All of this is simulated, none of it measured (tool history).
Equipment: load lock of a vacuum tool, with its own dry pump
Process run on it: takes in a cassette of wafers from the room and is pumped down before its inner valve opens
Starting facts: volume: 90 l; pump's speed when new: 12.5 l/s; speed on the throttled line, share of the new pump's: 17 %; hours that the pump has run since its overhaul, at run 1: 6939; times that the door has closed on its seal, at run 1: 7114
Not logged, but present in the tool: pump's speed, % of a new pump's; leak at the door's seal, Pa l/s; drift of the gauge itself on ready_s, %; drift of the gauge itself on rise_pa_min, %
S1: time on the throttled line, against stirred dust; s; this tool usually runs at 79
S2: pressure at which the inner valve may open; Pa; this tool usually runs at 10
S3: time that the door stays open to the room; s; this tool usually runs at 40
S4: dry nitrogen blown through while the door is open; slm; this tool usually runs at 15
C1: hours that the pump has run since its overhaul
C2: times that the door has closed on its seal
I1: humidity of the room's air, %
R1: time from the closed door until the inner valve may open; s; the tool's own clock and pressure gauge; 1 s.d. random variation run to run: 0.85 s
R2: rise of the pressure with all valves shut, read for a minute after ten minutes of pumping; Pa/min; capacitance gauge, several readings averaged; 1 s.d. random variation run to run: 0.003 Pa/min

{"run": 1, "hour": 0.0, "S1": 79, "S2": 10, "S3": 40, "S4": 15, "C1": 6939, "C2": 7114, "I1": 45.5, "R1": 138.8, "R2": 0.056}
{"run": 2, "hour": 207.4, "S1": 79, "S2": 10, "S3": 40, "S4": 15, "C1": 7146, "C2": 7999, "I1": 42.4, "R1": 138.3, "R2": 0.057}
{"run": 3, "hour": 334.1, "S1": 79, "S2": 10, "S3": 40, "S4": 15, "C1": 7273, "C2": 8540, "I1": 43.4, "R1": 138.2, "R2": 0.063}
{"run": 4, "hour": 512.8, "S1": 79, "S2": 10, "S3": 40, "S4": 24, "C1": 7452, "C2": 9303, "I1": 45.3, "R1": 137.2, "R2": 0.059}
{"run": 5, "hour": 661.7, "S1": 79, "S2": 10, "S3": 133, "S4": 15, "C1": 7601, "C2": 9939, "I1": 47.8, "R1": 136.3, "R2": 0.096}
{"run": 6, "hour": 827.2, "S1": 96, "S2": 10, "S3": 40, "S4": 15, "C1": 7766, "C2": 10646, "I1": 46.0, "R1": 151.0, "R2": 0.081}
{"run": 7, "hour": 980.2, "S1": 47, "S2": 10, "S3": 40, "S4": 15, "C1": 7919, "C2": 11299, "I1": 47.5, "R1": 113.0, "R2": 0.088}
{"run": 8, "hour": 1094.8, "S1": 47, "S2": 10, "S3": 40, "S4": 15, "C1": 8034, "C2": 11788, "I1": 45.8, "R1": 112.4, "R2": 0.089}
{"run": 9, "hour": 1189.9, "S1": 47, "S2": 10, "S3": 40, "S4": 15, "C1": 8129, "C2": 12194, "I1": 47.5, "R1": 110.8, "R2": 0.096}
{"run": 10, "hour": 1291.2, "S1": 47, "S2": 10, "S3": 40, "S4": 15, "C1": 8230, "C2": 12627, "I1": 40.0, "R1": 112.8, "R2": 0.095}
{"run": 11, "hour": 1507.1, "S1": 47, "S2": 10, "S3": 40, "S4": 15, "C1": 8446, "C2": 13548, "I1": 46.1, "R1": 114.2, "R2": 0.104}
{"run": 12, "hour": 1643.2, "S1": 47, "S2": 10, "S3": 40, "S4": 15, "C1": 8582, "C2": 14129, "I1": 46.3, "R1": 112.4, "R2": 0.108}
{"run": 13, "hour": 1751.6, "S1": 47, "S2": 10, "S3": 40, "S4": 15, "C1": 8691, "C2": 14592, "I1": 45.8, "R1": 112.7, "R2": 0.113}
{"run": 14, "hour": 1847.1, "S1": 47, "S2": 10, "S3": 40, "S4": 15, "C1": 8786, "C2": 15000, "I1": 44.6, "R1": 113.1, "R2": 0.116}
{"run": 15, "hour": 2013.6, "S1": 47, "S2": 10, "S3": 40, "S4": 15, "C1": 8953, "C2": 15711, "I1": 42.6, "R1": 113.0, "R2": 0.126}
{"run": 16, "hour": 2178.4, "S1": 47, "S2": 10, "S3": 40, "S4": 15, "C1": 9117, "C2": 16414, "I1": 48.8, "R1": 113.7, "R2": 0.132}
{"run": 17, "hour": 2287.3, "S1": 79, "S2": 10, "S3": 40, "S4": 15, "C1": 9226, "C2": 16879, "I1": 47.4, "R1": 140.4, "R2": 0.139}
{"run": 18, "hour": 2415.1, "S1": 79, "S2": 10, "S3": 40, "S4": 15, "C1": 9354, "C2": 17424, "I1": 45.5, "R1": 139.5, "R2": 0.146}
{"run": 19, "hour": 2552.5, "S1": 79, "S2": 10, "S3": 40, "S4": 15, "C1": 9492, "C2": 18011, "I1": 44.8, "R1": 139.4, "R2": 0.151}
{"run": 20, "hour": 2724.4, "S1": 62, "S2": 15, "S3": 40, "S4": 33, "C1": 9663, "C2": 18745, "I1": 42.7, "R1": 123.7, "R2": 0.145}
{"run": 21, "hour": 2925.4, "S1": 82, "S2": 8, "S3": 159, "S4": 15, "C1": 9865, "C2": 19603, "I1": 47.3, "R1": 144.1, "R2": 0.194}
{"run": 22, "hour": 3085.5, "S1": 82, "S2": 8, "S3": 159, "S4": 15, "C1": 10025, "C2": 20287, "I1": 40.9, "R1": 145.9, "R2": 0.191}
{"run": 23, "hour": 3179.3, "S1": 82, "S2": 8, "S3": 159, "S4": 15, "C1": 10118, "C2": 20687, "I1": 46.3, "R1": 145.0, "R2": 0.206}
{"run": 24, "hour": 3333.5, "S1": 64, "S2": 19, "S3": 91, "S4": 24, "C1": 10273, "C2": 21345, "I1": 46.6, "R1": 123.8, "R2": 0.192}
{"run": 25, "hour": 3540.5, "S1": 64, "S2": 19, "S3": 91, "S4": 24, "C1": 10480, "C2": 22229, "I1": 44.5, "R1": 124.7, "R2": 0.2}
{"run": 26, "hour": 3678.5, "S1": 79, "S2": 15, "S3": 40, "S4": 5, "C1": 10618, "C2": 22818, "I1": 44.2, "R1": 136.3, "R2": 0.219}
{"run": 27, "hour": 3840.2, "S1": 79, "S2": 15, "S3": 159, "S4": 24, "C1": 10779, "C2": 23508, "I1": 43.0, "R1": 138.6, "R2": 0.225}
{"run": 28, "hour": 4004.1, "S1": 79, "S2": 15, "S3": 159, "S4": 24, "C1": 10943, "C2": 24208, "I1": 46.6, "R1": 137.6, "R2": 0.24}
{"run": 29, "hour": 4205.2, "S1": 79, "S2": 15, "S3": 159, "S4": 24, "C1": 11144, "C2": 25067, "I1": 43.0, "R1": 138.5, "R2": 0.253}
{"run": 30, "hour": 4330.5, "S1": 79, "S2": 15, "S3": 159, "S4": 24, "C1": 11270, "C2": 25601, "I1": 45.0, "R1": 137.7, "R2": 0.264}
{"run": 31, "hour": 4495.5, "S1": 79, "S2": 15, "S3": 159, "S4": 24, "C1": 11435, "C2": 26306, "I1": 44.1, "R1": 138.3, "R2": 0.264}
{"run": 32, "hour": 4589.9, "S1": 79, "S2": 13, "S3": 109, "S4": 29, "C1": 11529, "C2": 26709, "I1": 47.7, "R1": 138.7, "R2": 0.265}
{"run": 33, "hour": 4754.2, "S1": 79, "S2": 10, "S3": 91, "S4": 15, "C1": 11693, "C2": 27410, "I1": 46.5, "R1": 140.7, "R2": 0.275}
{"run": 34, "hour": 4973.0, "S1": 79, "S2": 10, "S3": 91, "S4": 15, "C1": 11912, "C2": 28345, "I1": 47.0, "R1": 142.5, "R2": 0.302}
{"run": 35, "hour": 5068.6, "S1": 72, "S2": 8, "S3": 96, "S4": 15, "C1": 12008, "C2": 28753, "I1": 48.1, "R1": 138.1, "R2": 0.301}
{"run": 36, "hour": 5208.7, "S1": 71, "S2": 18, "S3": 29, "S4": 15, "C1": 12148, "C2": 29351, "I1": 45.4, "R1": 131.0, "R2": 0.299}
{"run": 37, "hour": 5358.3, "S1": 45, "S2": 7, "S3": 110, "S4": 11, "C1": 12297, "C2": 29989, "I1": 44.8, "R1": 118.4, "R2": 0.336}
{"hour": 5482.3, "done": "dry pump taken out, an overhauled one fitted"}
{"run": 38, "hour": 5502.4, "S1": 45, "S2": 15, "S3": 108, "S4": 7, "C1": 20, "C2": 30579, "I1": 45.0, "R1": 99.9, "R2": 0.357}

Branching from run 38: 3 alternative next runs. What would each branch give?
{"run": "A", "hour": 5713.9, "S1": 45, "S2": 8, "S3": 197, "S4": 8, "C1": 232, "C2": 31482, "I1": 47.1, "R1": "?", "R2": "?"}
{"run": "B", "hour": 5713.9, "S1": 96, "S2": 10, "S3": 40, "S4": 25, "C1": 232, "C2": 31482, "I1": 45.9, "R1": "?", "R2": "?"}
{"run": "C", "hour": 5713.9, "S1": 45, "S2": 10, "S3": 108, "S4": 11, "C1": 232, "C2": 31482, "I1": 42.7, "R1": "?", "R2": "?"}

run=A R1=106.7 R2=0.377
run=B R1=146.1 R2=0.328
run=C R1=102.9 R2=0.349
With no hidden state in the tool, these same runs would have given:
run=A R1=106.4 R2=0.070
run=B R1=145.8 R2=0.020
run=C R1=102.6 R2=0.042

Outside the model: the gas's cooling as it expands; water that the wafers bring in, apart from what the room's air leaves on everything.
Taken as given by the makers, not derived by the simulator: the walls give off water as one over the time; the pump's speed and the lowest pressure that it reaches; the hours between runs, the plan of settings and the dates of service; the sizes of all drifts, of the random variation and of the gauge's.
